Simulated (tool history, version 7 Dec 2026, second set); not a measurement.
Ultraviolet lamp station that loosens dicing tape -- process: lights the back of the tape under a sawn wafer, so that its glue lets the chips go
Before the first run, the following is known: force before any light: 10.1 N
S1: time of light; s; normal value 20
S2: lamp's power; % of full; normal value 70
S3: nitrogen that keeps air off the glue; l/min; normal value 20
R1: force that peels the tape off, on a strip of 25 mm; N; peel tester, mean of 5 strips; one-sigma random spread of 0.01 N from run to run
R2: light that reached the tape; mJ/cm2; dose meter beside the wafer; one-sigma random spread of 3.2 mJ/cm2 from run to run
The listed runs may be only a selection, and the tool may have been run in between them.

run   hour  S1  S2  S3     R1   R2
  1    0.0  20  70  20  0.677  401
  2   25.8  20  70  20  0.725  403
  3   52.8  20  70  20  0.754  403
  4   73.8  20  70  20  0.716  400
      92.2  -- window cleaned of glue's vapour
  5  105.5  20  70  20  0.603  442
  6  120.6  20  70  30  0.447  444
  7  136.6  20  70  30  0.457  437
  8  167.1  20  70  30  0.457  436
  9  182.6  20  70  20  0.629  432
 10  215.8  20  70  20  0.622  419
 11  249.1  20  70  20  0.644  425
 12  274.4  20  70  20  0.665  423
 13  291.0  33  70  18  0.208  693
 14  307.3  11  85  18  1.662  281
 15  328.9  11  85  18  1.716  274
 16  356.7  35  85  18  0.147  873
 17  382.5  20  62  20  0.963  362
 18  406.1  36  71  20  0.182  743
 19  432.8  21  90  37  0.237  545
 20  454.3  21  90  37  0.224  545
 21  487.9  21  90  37  0.244  535
 22  513.8  21  76  37  0.365  452
 23  545.2  26  60  20  0.637  432
 24  563.9  17  91  34  0.439  432

Selected run-to-run steps in R1, each split into two signed amounts: the part the tool would show with no hidden state at all (from settings, incoming material and random variation), and the remainder, which goes to the hidden state together with any gauge scatter not common to the measured and the hidden-state-free results:
Hidden state present: lamp's light, % of a new lamp's; light that the window lets through, % of a clean one's; drift of the gauge itself on peel_n, %; drift of the gauge itself on dose_mj_cm2, %.
Run 13 -> 14: S1 33 -> 11, S2 70 -> 85. R1 +1.454 N: hidden state +0.396, all else +1.058.
Run 15 -> 16: S1 11 -> 35. R1 -1.569 N: hidden state -0.462, all else -1.107.

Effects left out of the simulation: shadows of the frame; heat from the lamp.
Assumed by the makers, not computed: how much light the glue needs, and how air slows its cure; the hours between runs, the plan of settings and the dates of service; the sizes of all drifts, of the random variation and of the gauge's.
